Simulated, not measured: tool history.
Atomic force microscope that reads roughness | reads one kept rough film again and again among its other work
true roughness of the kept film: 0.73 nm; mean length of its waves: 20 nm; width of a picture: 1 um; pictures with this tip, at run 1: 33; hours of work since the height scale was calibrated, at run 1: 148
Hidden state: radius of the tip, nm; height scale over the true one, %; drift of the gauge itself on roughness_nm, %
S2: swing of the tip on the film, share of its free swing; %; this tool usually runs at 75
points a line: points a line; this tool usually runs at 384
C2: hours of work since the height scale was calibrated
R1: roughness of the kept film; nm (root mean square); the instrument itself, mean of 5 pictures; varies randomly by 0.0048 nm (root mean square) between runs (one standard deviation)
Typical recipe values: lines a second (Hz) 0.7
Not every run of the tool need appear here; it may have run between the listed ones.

Run 1, day 0: usual settings; pictures with this tip 33; C2 148. Result: R1 0.645 nm (root mean square).
Run 2, day 0.558: usual settings; pictures with this tip 54; C2 154. Result: R1 0.635 nm (root mean square).
Run 3, day 0.892: usual settings but lines a second (Hz) 0.546; pictures with this tip 66; C2 158. Result: R1 0.628 nm (root mean square).
At day 1.104: new tip fitted.
Run 4, day 1.175: usual settings but lines a second (Hz) 0.601; pictures with this tip 2; C2 162. Result: R1 0.665 nm (root mean square).
Run 5, day 1.488: usual settings but S2 76 %; pictures with this tip 14; C2 165. Result: R1 0.641 nm (root mean square).
Run 6, day 1.758: usual settings but S2 76 %; pictures with this tip 24; C2 169. Result: R1 0.639 nm (root mean square).
Run 7, day 2.254: usual settings but S2 76 %; pictures with this tip 43; C2 175. Result: R1 0.635 nm (root mean square).
Run 8, day 2.612: usual settings but lines a second (Hz) 1.973, S2 57 %, points a line 754; pictures with this tip 56; C2 179. Result: R1 0.632 nm (root mean square).
Run 9, day 2.879: usual settings but lines a second (Hz) 1.973, S2 57 %, points a line 754; pictures with this tip 66; C2 182. Result: R1 0.63 nm (root mean square).
At day 3.096: new tip fitted.
Run 10, day 3.15: usual settings but lines a second (Hz) 1.973, S2 57 %, points a line 754; pictures with this tip 2; C2 185. Result: R1 0.671 nm (root mean square).
Run 11, day 3.433: usual settings but lines a second (Hz) 1.922, S2 83 %; pictures with this tip 12; C2 189. Result: R1 0.562 nm (root mean square).
Run 12, day 3.912: usual settings but S2 81 %, points a line 328; pictures with this tip 30; C2 195. Result: R1 0.626 nm (root mean square).
Run 13, day 4.183: usual settings but lines a second (Hz) 2.376, S2 61 %, points a line 452; pictures with this tip 41; C2 198. Result: R1 0.621 nm (root mean square).
Run 14, day 4.629: usual settings but lines a second (Hz) 2.376, S2 61 %, points a line 452; pictures with this tip 57; C2 203. Result: R1 0.612 nm (root mean square).

Hidden state or all else? Some run-to-run changes of R1, split into what the settings, what came in and random variation would give without the hidden state, and what is left for the hidden state (with any gauge scatter that isn't in both results):
Run 9 -> 10: new tip fitted. R1 +0.041 nm (root mean square): hidden state +0.04, all else +0.001.
Run 10 -> 11: lines a second (Hz) 1.973 -> 1.922, S2 57 -> 83, points a line 754 -> 384. R1 -0.109 nm (root mean square): hidden state -0.005, all else -0.104.
